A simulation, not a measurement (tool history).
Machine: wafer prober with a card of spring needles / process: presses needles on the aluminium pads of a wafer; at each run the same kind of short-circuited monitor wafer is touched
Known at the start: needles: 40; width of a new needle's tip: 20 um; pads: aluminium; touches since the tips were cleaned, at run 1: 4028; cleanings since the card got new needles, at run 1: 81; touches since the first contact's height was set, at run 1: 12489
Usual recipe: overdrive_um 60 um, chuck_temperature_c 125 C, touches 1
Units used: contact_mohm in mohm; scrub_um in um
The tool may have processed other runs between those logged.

run   hour  overdrive_um  chuck_temperature_c  touches  touches since the tips were cleaned  cleanings since the card got new needles  touches since the first contact's height was set  contact_mohm  scrub_um
  1      0            60                  125        1                                 4028                                        81                                             12489           128      15.6
       3.3  -- tips cleaned on abrasive film
      18.3  -- tips cleaned on abrasive film
  2   24.9            60                  125        1                                 2506                                        83                                             21893           130     15.67
      33.6  -- tips cleaned on abrasive film
      49.3  -- tips cleaned on abrasive film
  3   61.7            60                  125        1                                 4709                                        85                                             35809           132     15.64
        65  -- tips cleaned on abrasive film
      80.7  -- tips cleaned on abrasive film
  4   86.3            60                  125        1                                 2144                                        87                                             45087           130     15.64
      94.9  -- tips cleaned on abrasive film
     109.8  -- tips cleaned on abrasive film
     123.8  -- tips cleaned on abrasive film
  5  123.8            60                  125        1                                    0                                        90                                             59231           129     15.58
     138.9  -- tips cleaned on abrasive film
     151.7  -- tips cleaned on abrasive film
  6  153.7            60                  125        1                                  766                                        92                                             70554           130     15.59
     163.2  -- height of the first contact set anew
     166.5  -- tips cleaned on abrasive film
     182.3  -- tips cleaned on abrasive film
  7    185            60                  125        1                                 1053                                        94                                              8234           128     15.63
     196.5  -- tips cleaned on abrasive film
     212.5  -- tips cleaned on abrasive film
  8  217.9            60                  125        1                                 2062                                        96                                             20646           130      15.6
     226.5  -- tips cleaned on abrasive film
     241.1  -- tips cleaned on abrasive film
  9  241.1            60                  125        1                                    0                                        98                                             29407           128     15.65
     256.8  -- tips cleaned on abrasive film
     271.4  -- tips cleaned on abrasive film
 10  279.4            60                  125        1                                 3038                                       100                                             43911           129     15.65
     285.9  -- tips cleaned on abrasive film
     300.6  -- tips cleaned on abrasive film
 11  306.2            60                  125        1                                 2119                                       102                                             54012           130     15.66
     315.8  -- tips cleaned on abrasive film
     331.2  -- tips cleaned on abrasive film
     346.3  -- tips cleaned on abrasive film
 12  352.6            60                  125        1                                 2378                                       105                                             71535           130     15.62
     361.4  -- tips cleaned on abrasive film
     361.7  -- height of the first contact set anew
     377.1  -- tips cleaned on abrasive film
     390.5  -- tips cleaned on abrasive film
 13  395.8            60                  125        1                                 1983                                       108                                             12883           130     15.66
     404.6  -- tips cleaned on abrasive film
       420  -- tips cleaned on abrasive film
 14  421.9            60                  125        1                                  723                                       110                                             22757           131      15.7
     434.4  -- tips cleaned on abrasive film
 15    447            60                  125        1                                 4788                                       111                                             32270           131     15.66
     450.3  -- tips cleaned on abrasive film
     465.4  -- tips cleaned on abrasive film
 16  471.9            60                  125        1                                 2459                                       113                                             41644           131     15.62
     478.3  -- tips cleaned on abrasive film
     494.3  -- tips cleaned on abrasive film
 17  498.1            77                   48        2                                 1437                                       115                                             51544           115      20.1
     507.3  -- tips cleaned on abrasive film
     522.4  -- tips cleaned on abrasive film
     536.6  -- tips cleaned on abrasive film
 18  548.8            71                  125        3                                 4646                                       118                                             70713           127     18.59
     552.1  -- tips cleaned on abrasive film
     560.3  -- height of the first contact set anew
     566.7  -- tips cleaned on abrasive film
 19  573.1            50                   83        2                                 2420                                       120                                              4838           127     13.06
     581.7  -- tips cleaned on abrasive film
     597.6  -- tips cleaned on abrasive film
 20  603.5            60                  125        3                                 2254                                       122                                             16344           128     15.71
       613  -- tips cleaned on abrasive film
     628.6  -- tips cleaned on abrasive film
     643.6  -- tips cleaned on abrasive film
 21  651.2            53                   35        3                                 2918                                       125                                             34379           119     13.91
     657.6  -- tips cleaned on abrasive film
       673  -- tips cleaned on abrasive film
     687.4  -- tips cleaned on abrasive film
 22  689.8            53                   35        3                                  908                                       128                                             48946           118     13.86
     701.9  -- tips cleaned on abrasive film
     717.4  -- tips cleaned on abrasive film
     732.5  -- tips cleaned on abrasive film
 23  737.2            64                   87        3                                 1791                                       131                                             66857           123     16.79
       746  -- tips cleaned on abrasive film
     758.2  -- height of the first contact set anew
     761.5  -- tips cleaned on abrasive film
     776.6  -- tips cleaned on abrasive film
 24  778.1            60                   51        2                                  545                                       134                                              7478           121     15.75
     790.7  -- tips cleaned on abrasive film
     803.8  -- tips cleaned on abrasive film
 25  803.8            64                   28        1                                    0                                       136                                             17177           117     16.77
     819.7  -- tips cleaned on abrasive film
 26  825.4            64                   28        1                                 2165                                       137                                             25374           114     16.74
     833.6  -- tips cleaned on abrasive film
     848.1  -- tips cleaned on abrasive film
 27  856.6            64                   28        1                                 3251                                       139                                             37169           113     16.75
     863.1  -- tips cleaned on abrasive film
     878.5  -- tips cleaned on abrasive film
     884.9  -- gauge calibrated
 28  885.6            51                   36        1                                 2684                                       141                                             48100           121     13.23
     891.9  -- tips cleaned on abrasive film
     906.3  -- tips cleaned on abrasive film
     921.2  -- tips cleaned on abrasive film
 29  923.5            73                   88        1                                  865                                       144                                             62416           118     18.95

Some steps in scrub_um between neighbouring runs. How much of each would the tool show without its hidden state too (settings, what came in, random variation), and how much is left for the hidden state, with any gauge scatter that isn't in both results?
What the log doesn't record here: debris on the tips, nm; way that the needles fall short of the set height, um; tips' diameter, um; drift of the gauge itself on contact_mohm, %; drift of the gauge itself on scrub_um, %.
Run 18 -> 19: overdrive_um 71 -> 50, chuck_temperature_c 125 -> 83, touches 3 -> 2, tips cleaned on abrasive film, height of the first contact set anew, tips cleaned on abrasive film. scrub_um -5.53 um: hidden state -0.03, all else -5.5.
Run 27 -> 28: overdrive_um 64 -> 51, chuck_temperature_c 28 -> 36, tips cleaned on abrasive film, tips cleaned on abrasive film, gauge calibrated. scrub_um -3.52 um: hidden state -0.15, all else -3.37.
Run 28 -> 29: overdrive_um 51 -> 73, chuck_temperature_c 36 -> 88, tips cleaned on abrasive film, tips cleaned on abrasive film, tips cleaned on abrasive film. scrub_um +5.72 um: hidden state +0, all else +5.72.

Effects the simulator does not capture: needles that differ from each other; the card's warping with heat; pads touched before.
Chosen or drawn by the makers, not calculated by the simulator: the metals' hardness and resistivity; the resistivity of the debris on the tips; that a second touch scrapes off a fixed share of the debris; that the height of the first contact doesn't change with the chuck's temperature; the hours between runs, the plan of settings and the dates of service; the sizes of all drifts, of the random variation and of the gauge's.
